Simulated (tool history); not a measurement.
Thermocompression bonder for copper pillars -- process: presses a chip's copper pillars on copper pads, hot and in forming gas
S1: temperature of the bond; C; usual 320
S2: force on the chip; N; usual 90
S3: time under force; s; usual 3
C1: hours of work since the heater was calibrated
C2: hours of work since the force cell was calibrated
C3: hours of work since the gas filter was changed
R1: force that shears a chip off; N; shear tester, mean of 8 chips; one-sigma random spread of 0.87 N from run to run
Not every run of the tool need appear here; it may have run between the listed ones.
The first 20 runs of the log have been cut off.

| run | hour | S1 | S2 | S3 | C1 | C2 | C3 | R1 |
|---|---|---|---|---|---|---|---|---|
| 21 | 329.7 | 320 | 123 | 3 | 176 | 360 | 26 | 91.0 |
| 22 | 349.4 | 308 | 134 | 3 | 185 | 369 | 35 | 85.7 |
| 23 | 362.8 | 339 | 134 | 3 | 191 | 375 | 41 | 111.1 |
| 24 | 380.1 | 333 | 103 | 2 | 199 | 383 | 49 | 82.6 |
| 25 | 393.2 | 344 | 119 | 8 | 205 | 389 | 55 | 132.6 |
| 26 | 402.1 | 320 | 90 | 8 | 209 | 393 | 60 | 97.7 |
| 27 | 416.9 | 320 | 90 | 3 | 216 | 400 | 66 | 72.7 |
| 28 | 435.4 | 321 | 65 | 3 | 225 | 408 | 75 | 54.9 |
| 29 | 448.9 | 304 | 87 | 2 | 231 | 415 | 81 | 49.3 |
| 30 | 458.4 | 304 | 87 | 2 | 235 | 419 | 86 | 48.0 |
| 31 | 473.1 | 346 | 112 | 4 | 242 | 426 | 92 | 116.1 |
| 32 | 487.3 | 308 | 71 | 3 | 249 | 432 | 99 | 50.8 |
| 33 | 503.9 | 320 | 93 | 3 | 256 | 440 | 107 | 75.0 |
| 34 | 519.5 | 320 | 93 | 3 | 264 | 447 | 114 | 72.7 |
| 35 | 535.1 | 346 | 76 | 3 | 271 | 454 | 121 | 83.3 |
|  | 545.9 | forming gas filter changed |
| 36 | 549.8 | 297 | 103 | 8 | 277 | 461 | 2 | 85.1 |
| 37 | 561.0 | 297 | 103 | 8 | 283 | 466 | 7 | 85.0 |
| 38 | 577.9 | 305 | 90 | 4 | 290 | 474 | 15 | 66.4 |
| 39 | 596.2 | 317 | 58 | 5 | 299 | 482 | 23 | 57.4 |

3 ways to go on from here, each from the tool as it stands after run 39. What would each give?
| A | 612.8 | 346 | 62 | 3 | 307 | 490 | 31 | ? |
| B | 612.8 | 320 | 100 | 3 | 307 | 490 | 31 | ? |
| C | 612.8 | 299 | 79 | 5 | 307 | 490 | 31 | ? |

| run | R1 |
|---|---|
| A | 71.0 |
| B | 78.6 |
| C | 61.6 |
Without the tool's hidden state the same runs would have given:
| run | R1 |
|---|---|
| A | 69.5 |
| B | 77.1 |
| C | 60.2 |
